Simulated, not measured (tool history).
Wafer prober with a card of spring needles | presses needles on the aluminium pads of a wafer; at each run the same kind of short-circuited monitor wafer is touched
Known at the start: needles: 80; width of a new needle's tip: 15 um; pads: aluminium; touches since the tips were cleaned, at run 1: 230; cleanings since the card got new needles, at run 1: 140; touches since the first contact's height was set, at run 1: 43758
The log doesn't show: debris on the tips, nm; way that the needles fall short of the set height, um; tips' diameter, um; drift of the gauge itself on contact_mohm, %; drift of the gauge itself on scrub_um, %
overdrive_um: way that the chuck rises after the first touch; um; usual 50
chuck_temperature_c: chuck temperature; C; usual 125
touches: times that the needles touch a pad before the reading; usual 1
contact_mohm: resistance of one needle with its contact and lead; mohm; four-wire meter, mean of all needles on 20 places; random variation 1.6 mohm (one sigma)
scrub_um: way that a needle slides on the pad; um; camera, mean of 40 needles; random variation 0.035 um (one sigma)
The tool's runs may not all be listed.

run,hour,overdrive_um,chuck_temperature_c,touches,touches since the tips were cleaned,cleanings since the card got new needles,touches since the first contact's height was set,contact_mohm,scrub_um
1,0.0,50,125,1,230,140,43758,183,11.62
# hour 6.5: tips cleaned on abrasive film
# hour 13.0: tips cleaned on abrasive film
# hour 21.1: tips cleaned on abrasive film
# hour 29.3: tips cleaned on abrasive film
# hour 37.4: tips cleaned on abrasive film
# hour 45.5: tips cleaned on abrasive film
# hour 52.0: tips cleaned on abrasive film
# hour 53.3: height of the first contact set anew
2,53.3,33,125,1,330,147,0,249,7.93
# hour 59.8: tips cleaned on abrasive film
# hour 66.3: tips cleaned on abrasive film
# hour 74.4: tips cleaned on abrasive film
# hour 81.0: tips cleaned on abrasive film
# hour 89.1: tips cleaned on abrasive film
3,91.5,33,125,1,803,152,12626,325,7.83
# hour 96.4: tips cleaned on abrasive film
# hour 104.5: tips cleaned on abrasive film
# hour 112.6: tips cleaned on abrasive film
# hour 119.1: tips cleaned on abrasive film
# hour 127.2: tips cleaned on abrasive film
# hour 133.8: tips cleaned on abrasive film
# hour 140.3: tips cleaned on abrasive film
# hour 148.4: tips cleaned on abrasive film
4,149.3,50,125,3,317,160,31750,176,11.64
# hour 155.8: tips cleaned on abrasive film
# hour 164.0: tips cleaned on abrasive film
# hour 172.1: tips cleaned on abrasive film
# hour 178.6: tips cleaned on abrasive film
# hour 186.7: tips cleaned on abrasive film
# hour 193.2: tips cleaned on abrasive film
5,193.5,50,125,3,103,166,46363,168,11.50
# hour 200.0: tips cleaned on abrasive film
# hour 206.6: tips cleaned on abrasive film
# hour 213.1: tips cleaned on abrasive film
# hour 221.2: tips cleaned on abrasive film
# hour 229.3: tips cleaned on abrasive film
# hour 235.8: tips cleaned on abrasive film
# hour 239.3: height of the first contact set anew
# hour 242.6: tips cleaned on abrasive film
# hour 254.6: card fitted with new needles
# hour 262.8: tips cleaned on abrasive film
6,265.9,50,125,3,1065,1,3752,170,11.95
# hour 270.8: tips cleaned on abrasive film
# hour 277.4: tips cleaned on abrasive film
# hour 285.5: tips cleaned on abrasive film
# hour 293.6: tips cleaned on abrasive film
# hour 300.1: tips cleaned on abrasive film
# hour 308.2: tips cleaned on abrasive film
7,314.5,50,125,1,2089,7,19813,235,11.86
# hour 316.2: tips cleaned on abrasive film
# hour 322.7: tips cleaned on abrasive film
# hour 330.8: tips cleaned on abrasive film
# hour 338.9: tips cleaned on abrasive film
# hour 347.0: tips cleaned on abrasive film
# hour 353.5: tips cleaned on abrasive film
# hour 356.8: tips cleaned on abrasive film, once more
# hour 363.4: tips cleaned on abrasive film
# hour 369.9: tips cleaned on abrasive film
# hour 377.2: tips cleaned on abrasive film
8,377.2,50,125,1,0,17,40502,164,11.63
# hour 385.3: tips cleaned on abrasive film
# hour 393.4: tips cleaned on abrasive film
# hour 399.9: tips cleaned on abrasive film
# hour 408.0: tips cleaned on abrasive film
# hour 416.2: tips cleaned on abrasive film
# hour 424.3: tips cleaned on abrasive film
# hour 432.4: tips cleaned on abrasive film
# hour 438.9: tips cleaned on abrasive film
# hour 440.8: height of the first contact set anew
# hour 447.3: tips cleaned on abrasive film
9,448.7,50,125,1,443,26,2593,186,11.95
# hour 455.2: tips cleaned on abrasive film
# hour 463.3: tips cleaned on abrasive film
# hour 469.8: tips cleaned on abrasive film
# hour 477.9: tips cleaned on abrasive film
# hour 484.4: tips cleaned on abrasive film
# hour 492.5: tips cleaned on abrasive film
10,493.8,50,125,1,431,32,17534,179,11.80
# hour 500.3: tips cleaned on abrasive film
# hour 508.5: tips cleaned on abrasive film
# hour 515.0: tips cleaned on abrasive film
# hour 523.1: tips cleaned on abrasive film
# hour 531.2: tips cleaned on abrasive film
# hour 537.7: tips cleaned on abrasive film
# hour 544.2: tips cleaned on abrasive film
# hour 552.4: tips cleaned on abrasive film
11,557.0,50,125,1,1542,40,38422,222,11.71
# hour 560.3: tips cleaned on abrasive film
# hour 568.4: tips cleaned on abrasive film
# hour 576.5: tips cleaned on abrasive film
# hour 584.6: tips cleaned on abrasive film
# hour 591.1: tips cleaned on abrasive film
# hour 599.2: tips cleaned on abrasive film
# hour 605.8: tips cleaned on abrasive film
# hour 612.3: tips cleaned on abrasive film
# hour 620.4: tips cleaned on abrasive film
12,621.3,50,125,1,314,49,59695,185,11.49
# hour 626.4: height of the first contact set anew
# hour 628.1: tips cleaned on abrasive film
# hour 636.3: tips cleaned on abrasive film
# hour 644.4: tips cleaned on abrasive film
# hour 650.9: tips cleaned on abrasive film
# hour 659.0: tips cleaned on abrasive film
# hour 667.1: tips cleaned on abrasive film
# hour 675.2: tips cleaned on abrasive film
# hour 683.4: tips cleaned on abrasive film
# hour 691.5: tips cleaned on abrasive film
# hour 698.0: tips cleaned on abrasive film
13,699.7,40,125,2,568,59,24213,196,9.41
# hour 704.6: tips cleaned on abrasive film
# hour 711.1: tips cleaned on abrasive film
# hour 719.3: tips cleaned on abrasive film
# hour 725.8: tips cleaned on abrasive film
# hour 732.3: tips cleaned on abrasive film
# hour 740.4: tips cleaned on abrasive film
14,745.7,40,125,2,1772,65,39428,241,9.26
# hour 747.4: tips cleaned on abrasive film
# hour 753.9: tips cleaned on abrasive film
# hour 762.0: tips cleaned on abrasive film
# hour 770.1: tips cleaned on abrasive film
# hour 778.2: tips cleaned on abrasive film
# hour 784.8: tips cleaned on abrasive film
# hour 792.9: tips cleaned on abrasive film
# hour 801.0: tips cleaned on abrasive film
# hour 809.1: tips cleaned on abrasive film
15,809.1,45,99,1,0,74,60378,161,10.26
# hour 812.6: height of the first contact set anew
# hour 815.9: tips cleaned on abrasive film
# hour 824.0: tips cleaned on abrasive film
# hour 832.1: tips cleaned on abrasive film
# hour 840.3: tips cleaned on abrasive film
# hour 848.4: tips cleaned on abrasive film
# hour 854.9: tips cleaned on abrasive film
# hour 863.0: tips cleaned on abrasive film
16,864.3,45,99,1,431,81,17090,206,10.67
# hour 870.8: tips cleaned on abrasive film
# hour 878.9: tips cleaned on abrasive film
# hour 885.4: tips cleaned on abrasive film
# hour 893.6: tips cleaned on abrasive film
# hour 901.7: tips cleaned on abrasive film
# hour 909.8: tips cleaned on abrasive film
# hour 917.9: tips cleaned on abrasive film
# hour 924.4: tips cleaned on abrasive film
# hour 932.5: tips cleaned on abrasive film
# hour 939.1: tips cleaned on abrasive film
# hour 946.9: tips cleaned on abrasive film
17,946.9,45,99,1,0,92,44407,168,10.40

The next listed run, before its measurement:
# hour 953.4: tips cleaned on abrasive film
# hour 961.5: tips cleaned on abrasive film
# hour 968.1: tips cleaned on abrasive film
# hour 976.2: tips cleaned on abrasive film
# hour 984.3: tips cleaned on abrasive film
# hour 992.4: tips cleaned on abrasive film
# hour 998.9: tips cleaned on abrasive film
# hour 999.2: height of the first contact set anew
# hour 1007.3: tips cleaned on abrasive film
# hour 1013.9: tips cleaned on abrasive film
18,1013.9,45,75,2,0,101,4848,?,?

contact_mohm: 161 mohm
scrub_um: 10.83 um
Without the tool's hidden state the same run would have given contact_mohm 149 mohm, scrub_um 10.87 um.
